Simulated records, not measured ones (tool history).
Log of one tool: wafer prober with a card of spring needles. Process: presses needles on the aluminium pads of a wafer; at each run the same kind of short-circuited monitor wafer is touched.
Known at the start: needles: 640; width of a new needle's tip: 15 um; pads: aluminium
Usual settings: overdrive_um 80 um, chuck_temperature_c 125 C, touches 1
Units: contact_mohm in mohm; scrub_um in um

| run | hour | overdrive_um | chuck_temperature_c | touches | contact_mohm | scrub_um |
|---|---|---|---|---|---|---|
| 1 | 0 | 80 | 125 | 1 | 270 | 20.56 |
|  | 35.7 | tips cleaned on abrasive film |
| 2 | 49.9 | 80 | 125 | 1 | 280 | 20.56 |
| 3 | 74.2 | 79 | 125 | 1 | 300 | 20.35 |
|  | 83.4 | tips cleaned on abrasive film |
| 4 | 119.5 | 80 | 125 | 1 | 298 | 20.62 |
|  | 130.3 | tips cleaned on abrasive film |
| 5 | 156.1 | 80 | 125 | 1 | 288 | 20.51 |
|  | 175.9 | tips cleaned on abrasive film |
| 6 | 183.3 | 80 | 125 | 1 | 268 | 20.55 |
| 7 | 213.5 | 80 | 125 | 1 | 302 | 20.57 |
|  | 221.2 | tips cleaned on abrasive film |
| 8 | 239.5 | 80 | 125 | 1 | 284 | 20.61 |
| 9 | 263.8 | 80 | 125 | 1 | 300 | 20.45 |
|  | 267.1 | tips cleaned on abrasive film |
| 10 | 300.5 | 80 | 125 | 1 | 299 | 20.49 |
|  | 312.3 | tips cleaned on abrasive film |
| 11 | 355.9 | 80 | 42 | 1 | 290 | 20.45 |
|  | 359.1 | tips cleaned on abrasive film |
|  | 406.5 | tips cleaned on abrasive film |
| 12 | 408.2 | 83 | 115 | 1 | 249 | 21.19 |
| 13 | 446.6 | 90 | 115 | 1 | 286 | 23.02 |
|  | 454.9 | tips cleaned on abrasive film |
| 14 | 495.4 | 91 | 46 | 2 | 254 | 23.32 |
|  | 499.3 | tips cleaned on abrasive film |
|  | 499.6 | height of the first contact set anew |
| 15 | 527.3 | 91 | 44 | 2 | 250 | 23.52 |
|  | 545.6 | tips cleaned on abrasive film |
| 16 | 556.2 | 75 | 29 | 1 | 259 | 19.35 |
|  | 593.6 | tips cleaned on abrasive film |
| 17 | 597.2 | 80 | 27 | 2 | 228 | 20.63 |
|  | 638.6 | tips cleaned on abrasive film |
| 18 | 652.8 | 80 | 27 | 2 | 241 | 20.59 |
| 19 | 676.4 | 80 | 80 | 2 | 267 | 20.54 |

The next listed run, before its measurement:
|  | 684.9 | tips cleaned on abrasive film |
| 20 | 721.7 | 89 | 52 | 2 | ? | ? |

Run 20 gave contact_mohm 256 mohm, scrub_um 22.93 um.
Without the tool's hidden state the same run would have given contact_mohm 221 mohm, scrub_um 23.03 um.

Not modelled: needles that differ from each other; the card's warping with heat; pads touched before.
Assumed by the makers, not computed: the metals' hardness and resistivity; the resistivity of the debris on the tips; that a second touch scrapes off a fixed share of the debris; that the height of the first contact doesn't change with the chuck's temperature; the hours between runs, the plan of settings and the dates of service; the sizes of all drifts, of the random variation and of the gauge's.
